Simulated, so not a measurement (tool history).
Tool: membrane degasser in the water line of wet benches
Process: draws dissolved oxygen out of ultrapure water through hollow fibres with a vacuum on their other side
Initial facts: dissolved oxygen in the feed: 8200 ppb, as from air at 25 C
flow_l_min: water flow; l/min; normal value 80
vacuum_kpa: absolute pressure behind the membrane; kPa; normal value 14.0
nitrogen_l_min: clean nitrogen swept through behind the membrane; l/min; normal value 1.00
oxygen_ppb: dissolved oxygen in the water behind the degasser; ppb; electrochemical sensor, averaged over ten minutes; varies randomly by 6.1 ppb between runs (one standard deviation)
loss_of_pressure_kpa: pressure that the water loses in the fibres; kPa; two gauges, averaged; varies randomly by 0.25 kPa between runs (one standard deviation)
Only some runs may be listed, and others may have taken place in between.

{"run": 1, "hour": 0.0, "flow_l_min": 80, "vacuum_kpa": 14.0, "nitrogen_l_min": 1.0, "oxygen_ppb": 1347.4, "loss_of_pressure_kpa": 65.04}
{"run": 2, "hour": 163.4, "flow_l_min": 80, "vacuum_kpa": 14.0, "nitrogen_l_min": 1.0, "oxygen_ppb": 1345.4, "loss_of_pressure_kpa": 64.86}
{"run": 3, "hour": 311.3, "flow_l_min": 80, "vacuum_kpa": 14.0, "nitrogen_l_min": 1.0, "oxygen_ppb": 1354.6, "loss_of_pressure_kpa": 64.93}
{"run": 4, "hour": 448.9, "flow_l_min": 80, "vacuum_kpa": 14.0, "nitrogen_l_min": 1.23, "oxygen_ppb": 1186.2, "loss_of_pressure_kpa": 64.77}
{"run": 5, "hour": 545.3, "flow_l_min": 80, "vacuum_kpa": 14.0, "nitrogen_l_min": 1.23, "oxygen_ppb": 1199.8, "loss_of_pressure_kpa": 64.36}
{"run": 6, "hour": 618.0, "flow_l_min": 80, "vacuum_kpa": 14.0, "nitrogen_l_min": 1.23, "oxygen_ppb": 1202.9, "loss_of_pressure_kpa": 64.71}
{"run": 7, "hour": 774.1, "flow_l_min": 80, "vacuum_kpa": 14.0, "nitrogen_l_min": 1.23, "oxygen_ppb": 1182.1, "loss_of_pressure_kpa": 64.45}
{"run": 8, "hour": 860.8, "flow_l_min": 80, "vacuum_kpa": 14.0, "nitrogen_l_min": 1.23, "oxygen_ppb": 1192.5, "loss_of_pressure_kpa": 64.78}
{"run": 9, "hour": 962.7, "flow_l_min": 77, "vacuum_kpa": 26.0, "nitrogen_l_min": 1.23, "oxygen_ppb": 2106.9, "loss_of_pressure_kpa": 62.07}
{"run": 10, "hour": 1045.2, "flow_l_min": 74, "vacuum_kpa": 14.0, "nitrogen_l_min": 2.85, "oxygen_ppb": 627.3, "loss_of_pressure_kpa": 59.67}
{"run": 11, "hour": 1175.0, "flow_l_min": 80, "vacuum_kpa": 14.0, "nitrogen_l_min": 0.8, "oxygen_ppb": 1528.6, "loss_of_pressure_kpa": 64.71}
{"run": 12, "hour": 1257.8, "flow_l_min": 56, "vacuum_kpa": 9.9, "nitrogen_l_min": 0.93, "oxygen_ppb": 702.6, "loss_of_pressure_kpa": 45.49}
{"run": 13, "hour": 1333.6, "flow_l_min": 58, "vacuum_kpa": 20.4, "nitrogen_l_min": 0.49, "oxygen_ppb": 2365.9, "loss_of_pressure_kpa": 47.24}
{"run": 14, "hour": 1428.6, "flow_l_min": 58, "vacuum_kpa": 20.4, "nitrogen_l_min": 0.49, "oxygen_ppb": 2389.1, "loss_of_pressure_kpa": 46.99}
{"run": 15, "hour": 1514.9, "flow_l_min": 80, "vacuum_kpa": 9.1, "nitrogen_l_min": 0.4, "oxygen_ppb": 1280.1, "loss_of_pressure_kpa": 64.7}
{"run": 16, "hour": 1649.1, "flow_l_min": 80, "vacuum_kpa": 9.1, "nitrogen_l_min": 0.4, "oxygen_ppb": 1279.1, "loss_of_pressure_kpa": 64.52}

Each row is a separate what-if for the run after 16, all from the same tool condition, not one after another. Results?
{"run": "A", "hour": 1767.1, "flow_l_min": 89, "vacuum_kpa": 32.7, "nitrogen_l_min": 0.74, "oxygen_ppb": "?", "loss_of_pressure_kpa": "?"}
{"run": "B", "hour": 1767.1, "flow_l_min": 80, "vacuum_kpa": 14.0, "nitrogen_l_min": 2.68, "oxygen_ppb": "?", "loss_of_pressure_kpa": "?"}
{"run": "C", "hour": 1767.1, "flow_l_min": 124, "vacuum_kpa": 19.1, "nitrogen_l_min": 0.81, "oxygen_ppb": "?", "loss_of_pressure_kpa": "?"}
{"run": "D", "hour": 1767.1, "flow_l_min": 49, "vacuum_kpa": 14.0, "nitrogen_l_min": 1.0, "oxygen_ppb": "?", "loss_of_pressure_kpa": "?"}

run=A oxygen_ppb=3559.1 loss_of_pressure_kpa=72.04
run=B oxygen_ppb=711.2 loss_of_pressure_kpa=64.72
run=C oxygen_ppb=2699.3 loss_of_pressure_kpa=100.61
run=D oxygen_ppb=940.8 loss_of_pressure_kpa=39.64
Without the tool's hidden state the same runs would have given:
run=A oxygen_ppb=3559.1 loss_of_pressure_kpa=72.01
run=B oxygen_ppb=710.9 loss_of_pressure_kpa=64.70
run=C oxygen_ppb=2699.0 loss_of_pressure_kpa=100.58
run=D oxygen_ppb=940.6 loss_of_pressure_kpa=39.62

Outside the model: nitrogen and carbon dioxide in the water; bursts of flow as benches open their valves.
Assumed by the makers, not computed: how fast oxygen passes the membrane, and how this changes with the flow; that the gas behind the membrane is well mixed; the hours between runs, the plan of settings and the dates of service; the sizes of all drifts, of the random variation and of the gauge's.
